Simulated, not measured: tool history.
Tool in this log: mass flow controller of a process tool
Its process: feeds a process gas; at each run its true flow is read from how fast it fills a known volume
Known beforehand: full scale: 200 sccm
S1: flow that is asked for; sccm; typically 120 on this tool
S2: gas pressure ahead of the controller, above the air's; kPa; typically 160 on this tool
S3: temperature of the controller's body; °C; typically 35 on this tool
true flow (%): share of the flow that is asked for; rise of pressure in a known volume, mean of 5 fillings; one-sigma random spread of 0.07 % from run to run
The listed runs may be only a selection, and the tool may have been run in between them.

{"run": 1, "hour": 0.0, "S1": 120, "S2": 160, "S3": 35, "true flow (%)": 97.87}
{"run": 2, "hour": 100.2, "S1": 120, "S2": 160, "S3": 20, "true flow (%)": 99.42}
{"run": 3, "hour": 282.3, "S1": 120, "S2": 160, "S3": 35, "true flow (%)": 97.87}
{"run": 4, "hour": 375.7, "S1": 120, "S2": 160, "S3": 35, "true flow (%)": 97.91}
{"run": 5, "hour": 534.5, "S1": 120, "S2": 160, "S3": 21, "true flow (%)": 99.48}
{"run": 6, "hour": 681.1, "S1": 120, "S2": 160, "S3": 21, "true flow (%)": 99.41}
{"run": 7, "hour": 820.1, "S1": 120, "S2": 160, "S3": 35, "true flow (%)": 98.1}
{"run": 8, "hour": 904.3, "S1": 120, "S2": 160, "S3": 35, "true flow (%)": 98.11}
{"run": 9, "hour": 1034.6, "S1": 120, "S2": 160, "S3": 35, "true flow (%)": 98.08}
{"run": 10, "hour": 1125.8, "S1": 120, "S2": 160, "S3": 35, "true flow (%)": 98.28}
{"run": 11, "hour": 1261.1, "S1": 120, "S2": 160, "S3": 35, "true flow (%)": 98.18}
{"run": 12, "hour": 1399.5, "S1": 148, "S2": 160, "S3": 35, "true flow (%)": 98.81}
{"run": 13, "hour": 1549.2, "S1": 148, "S2": 160, "S3": 35, "true flow (%)": 98.9}
{"run": 14, "hour": 1669.0, "S1": 148, "S2": 160, "S3": 35, "true flow (%)": 98.82}
{"run": 15, "hour": 1808.3, "S1": 148, "S2": 160, "S3": 35, "true flow (%)": 98.77}
{"run": 16, "hour": 1930.6, "S1": 148, "S2": 160, "S3": 35, "true flow (%)": 98.96}
{"run": 17, "hour": 2125.2, "S1": 113, "S2": 212, "S3": 21, "true flow (%)": 99.64}
{"run": 18, "hour": 2271.6, "S1": 53, "S2": 257, "S3": 24, "true flow (%)": 98.15}
{"run": 19, "hour": 2387.4, "S1": 56, "S2": 171, "S3": 30, "true flow (%)": 97.87}
{"run": 20, "hour": 2506.6, "S1": 36, "S2": 171, "S3": 36, "true flow (%)": 97.01}
{"run": 21, "hour": 2592.2, "S1": 20, "S2": 160, "S3": 35, "true flow (%)": 97.04}
{"run": 22, "hour": 2717.8, "S1": 139, "S2": 262, "S3": 21, "true flow (%)": 99.85}
{"run": 23, "hour": 2861.6, "S1": 158, "S2": 160, "S3": 23, "true flow (%)": 100.61}
{"run": 24, "hour": 2953.6, "S1": 158, "S2": 160, "S3": 23, "true flow (%)": 100.65}
{"run": 25, "hour": 3060.6, "S1": 158, "S2": 160, "S3": 23, "true flow (%)": 100.67}
{"run": 26, "hour": 3241.9, "S1": 158, "S2": 160, "S3": 23, "true flow (%)": 100.68}
{"run": 27, "hour": 3404.0, "S1": 158, "S2": 160, "S3": 23, "true flow (%)": 100.77}
{"run": 28, "hour": 3492.2, "S1": 158, "S2": 160, "S3": 23, "true flow (%)": 100.84}
{"run": 29, "hour": 3665.0, "S1": 95, "S2": 160, "S3": 28, "true flow (%)": 99.27}
{"run": 30, "hour": 3760.2, "S1": 120, "S2": 144, "S3": 33, "true flow (%)": 99.29}
{"run": 31, "hour": 3951.7, "S1": 68, "S2": 193, "S3": 21, "true flow (%)": 99.42}

Difference, measured minus no-hidden-state, one row per run. Run-to-run variation is common to both terms; the gauge's own scatter need not be:
Hidden state at play: flow at rest that the sensor doesn't see, % of full scale; true flow over the shown one, %; drift of the gauge itself on true_pct, %.
run=1 true_flow_(%)=+0.00
run=2 true_flow_(%)=+0.03
run=3 true_flow_(%)=+0.08
run=4 true_flow_(%)=+0.12
run=5 true_flow_(%)=+0.17
run=6 true_flow_(%)=+0.22
run=7 true_flow_(%)=+0.26
run=8 true_flow_(%)=+0.28
run=9 true_flow_(%)=+0.32
run=10 true_flow_(%)=+0.35
run=11 true_flow_(%)=+0.39
run=12 true_flow_(%)=+0.44
run=13 true_flow_(%)=+0.49
run=14 true_flow_(%)=+0.52
run=15 true_flow_(%)=+0.57
run=16 true_flow_(%)=+0.60
run=17 true_flow_(%)=+0.67
run=18 true_flow_(%)=+0.71
run=19 true_flow_(%)=+0.74
run=20 true_flow_(%)=+0.79
run=21 true_flow_(%)=+0.82
run=22 true_flow_(%)=+0.86
run=23 true_flow_(%)=+0.91
run=24 true_flow_(%)=+0.94
run=25 true_flow_(%)=+0.98
run=26 true_flow_(%)=+1.03
run=27 true_flow_(%)=+1.08
run=28 true_flow_(%)=+1.10
run=29 true_flow_(%)=+1.14
run=30 true_flow_(%)=+1.18
run=31 true_flow_(%)=+1.24
